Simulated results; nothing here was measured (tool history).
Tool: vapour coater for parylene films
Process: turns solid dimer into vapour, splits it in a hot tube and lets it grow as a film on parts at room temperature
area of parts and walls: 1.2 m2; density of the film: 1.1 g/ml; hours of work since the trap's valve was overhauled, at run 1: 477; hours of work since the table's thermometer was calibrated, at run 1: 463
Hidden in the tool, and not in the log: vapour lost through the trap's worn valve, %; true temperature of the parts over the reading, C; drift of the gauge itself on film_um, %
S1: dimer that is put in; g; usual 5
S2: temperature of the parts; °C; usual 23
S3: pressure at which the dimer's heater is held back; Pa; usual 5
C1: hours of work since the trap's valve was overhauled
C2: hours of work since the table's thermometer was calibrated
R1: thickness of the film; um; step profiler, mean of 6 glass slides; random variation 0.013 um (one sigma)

{"run": 1, "hour": 0.0, "S1": 5, "S2": 23, "S3": 5, "C1": 477, "C2": 463, "R1": 2.31}
{"run": 2, "hour": 11.5, "S1": 5, "S2": 23, "S3": 5, "C1": 487, "C2": 473, "R1": 2.29}
{"hour": 25.8, "done": "trap's valve overhauled"}
{"run": 3, "hour": 25.8, "S1": 5, "S2": 23, "S3": 5, "C1": 0, "C2": 482, "R1": 2.51}
{"run": 4, "hour": 37.7, "S1": 5, "S2": 23, "S3": 5, "C1": 10, "C2": 492, "R1": 2.52}
{"run": 5, "hour": 55.4, "S1": 5, "S2": 23, "S3": 5, "C1": 26, "C2": 508, "R1": 2.52}
{"run": 6, "hour": 65.3, "S1": 5, "S2": 23, "S3": 2.07, "C1": 35, "C2": 516, "R1": 2.76}
{"run": 7, "hour": 79.2, "S1": 5, "S2": 23, "S3": 2.07, "C1": 47, "C2": 529, "R1": 2.75}
{"run": 8, "hour": 91.3, "S1": 5, "S2": 23, "S3": 2.07, "C1": 58, "C2": 539, "R1": 2.75}
{"run": 9, "hour": 107.8, "S1": 5, "S2": 16, "S3": 2.07, "C1": 72, "C2": 554, "R1": 3.18}
{"run": 10, "hour": 121.3, "S1": 5, "S2": 16, "S3": 2.07, "C1": 84, "C2": 566, "R1": 3.16}
{"run": 11, "hour": 138.1, "S1": 5, "S2": 23, "S3": 5, "C1": 99, "C2": 581, "R1": 2.45}
{"run": 12, "hour": 155.1, "S1": 5, "S2": 23, "S3": 5, "C1": 114, "C2": 596, "R1": 2.48}
{"run": 13, "hour": 170.0, "S1": 4, "S2": 23, "S3": 5, "C1": 127, "C2": 609, "R1": 1.97}
{"run": 14, "hour": 187.7, "S1": 5, "S2": 23, "S3": 5, "C1": 142, "C2": 624, "R1": 2.45}
{"run": 15, "hour": 198.8, "S1": 5, "S2": 23, "S3": 5, "C1": 152, "C2": 634, "R1": 2.45}
{"run": 16, "hour": 215.6, "S1": 5, "S2": 23, "S3": 5, "C1": 167, "C2": 649, "R1": 2.45}
{"run": 17, "hour": 227.0, "S1": 5, "S2": 18, "S3": 2.06, "C1": 177, "C2": 659, "R1": 2.98}
{"run": 18, "hour": 234.6, "S1": 3, "S2": 18, "S3": 2.06, "C1": 184, "C2": 665, "R1": 1.8}
{"run": 19, "hour": 245.8, "S1": 3, "S2": 18, "S3": 2.07, "C1": 194, "C2": 675, "R1": 1.78}
{"hour": 248.5, "done": "table's thermometer calibrated"}
{"run": 20, "hour": 254.6, "S1": 3, "S2": 18, "S3": 2.07, "C1": 200, "C2": 5, "R1": 1.77}
{"run": 21, "hour": 262.3, "S1": 2, "S2": 23, "S3": 5, "C1": 207, "C2": 12, "R1": 0.98}
{"run": 22, "hour": 275.7, "S1": 2, "S2": 25, "S3": 5, "C1": 219, "C2": 24, "R1": 0.92}
{"run": 23, "hour": 292.0, "S1": 9, "S2": 27, "S3": 9.11, "C1": 233, "C2": 38, "R1": 3.71}
{"hour": 303.2, "done": "table's thermometer calibrated, once more"}
{"run": 24, "hour": 303.2, "S1": 6, "S2": 22, "S3": 4.37, "C1": 242, "C2": 0, "R1": 3.01}
{"run": 25, "hour": 315.4, "S1": 4, "S2": 23, "S3": 4.85, "C1": 253, "C2": 11, "R1": 1.92}
{"run": 26, "hour": 333.2, "S1": 2, "S2": 27, "S3": 4.85, "C1": 269, "C2": 26, "R1": 0.88}
{"run": 27, "hour": 342.4, "S1": 5, "S2": 30, "S3": 2.38, "C1": 277, "C2": 34, "R1": 2.23}
{"run": 28, "hour": 351.0, "S1": 5, "S2": 30, "S3": 2.38, "C1": 284, "C2": 42, "R1": 2.22}
{"run": 29, "hour": 368.3, "S1": 5, "S2": 30, "S3": 2.38, "C1": 300, "C2": 57, "R1": 2.21}
{"run": 30, "hour": 375.6, "S1": 5, "S2": 30, "S3": 2.38, "C1": 306, "C2": 64, "R1": 2.22}
{"run": 31, "hour": 388.8, "S1": 5, "S2": 17, "S3": 10.86, "C1": 318, "C2": 75, "R1": 2.48}
{"run": 32, "hour": 397.1, "S1": 5, "S2": 17, "S3": 10.86, "C1": 325, "C2": 83, "R1": 2.48}

Hidden state at the last listed run before each entry between runs and at the first one after, where it differs:
Between runs 2 and 3: trap's valve overhauled (hour 25.8)
  vapour lost through the trap's worn valve, %: 10.1 -> 0.6
  measured less the result without the state, R1: -0.27 -> -0.03 um
Between runs 19 and 20: table's thermometer calibrated (hour 248.5)
  vapour lost through the trap's worn valve, %: 4.6 -> 4.8; true temperature of the parts over the reading, C: 0.27 -> 0.32
  measured less the result without the state, R1: -0.1 -> -0.1 um
Between runs 23 and 24: table's thermometer calibrated, once more (hour 303.2)
  vapour lost through the trap's worn valve, %: 5.4 -> 5.6; true temperature of the parts over the reading, C: 0.34 -> 0.12
  measured less the result without the state, R1: -0.24 -> -0.19 um
